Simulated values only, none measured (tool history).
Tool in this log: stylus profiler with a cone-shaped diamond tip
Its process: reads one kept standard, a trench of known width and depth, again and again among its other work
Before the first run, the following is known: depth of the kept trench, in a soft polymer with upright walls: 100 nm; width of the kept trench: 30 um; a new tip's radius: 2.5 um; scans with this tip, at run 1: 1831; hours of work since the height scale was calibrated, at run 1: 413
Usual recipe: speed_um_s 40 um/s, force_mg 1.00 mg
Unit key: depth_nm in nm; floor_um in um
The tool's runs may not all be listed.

run,hour,speed_um_s,force_mg,scans with this tip,hours of work since the height scale was calibrated,depth_nm,floor_um
1,0.0,40,1.00,1831,413,100.88,28.40
2,13.8,40,1.00,1862,420,100.70,28.46
3,28.3,40,1.00,1895,427,100.91,28.44
4,45.1,40,1.00,1933,436,100.78,28.41
5,57.9,40,1.00,1962,442,100.74,28.49
6,71.2,40,1.00,1992,449,100.73,28.49
7,85.4,12,1.00,2024,456,100.75,28.55
8,110.1,12,1.00,2080,469,100.71,28.59
9,130.3,40,1.00,2126,479,100.73,28.41
10,143.0,40,1.00,2155,486,100.82,28.49
11,164.9,40,1.00,2205,497,100.80,28.42
12,182.7,40,1.00,2245,506,100.77,28.43
13,207.5,68,0.97,2301,519,100.78,28.36
14,219.3,68,0.97,2328,525,100.74,28.35
15,241.6,68,0.97,2379,536,100.76,28.38
16,263.3,15,0.97,2428,547,100.72,28.52
17,285.2,11,2.84,2478,559,101.57,28.57
18,300.7,20,1.09,2513,567,100.89,28.55
19,313.8,20,1.09,2542,573,100.80,28.46
20,328.6,20,0.45,2576,581,100.44,28.52
21,342.4,61,0.45,2607,588,100.41,28.28
22,361.1,17,0.35,2650,598,100.34,28.48
23,379.6,84,1.80,2692,607,101.22,28.36
24,405.1,18,1.63,2749,620,101.17,28.56

5 options for the next run, each taken on its own from the tool as it stands now. Forecast them:
A,423.8,32,1.00,2792,630,?,?
B,423.8,39,1.68,2792,630,?,?
C,423.8,30,1.34,2792,630,?,?
D,423.8,54,0.79,2792,630,?,?
E,423.8,19,1.00,2792,630,?,?

run,depth_nm,floor_um
A,100.81,28.46
B,101.04,28.46
C,100.97,28.52
D,100.69,28.45
E,100.78,28.50
Without the tool's hidden state the same runs would have given:
run,depth_nm,floor_um
A,100.80,28.46
B,101.04,28.46
C,100.97,28.52
D,100.68,28.45
E,100.77,28.50

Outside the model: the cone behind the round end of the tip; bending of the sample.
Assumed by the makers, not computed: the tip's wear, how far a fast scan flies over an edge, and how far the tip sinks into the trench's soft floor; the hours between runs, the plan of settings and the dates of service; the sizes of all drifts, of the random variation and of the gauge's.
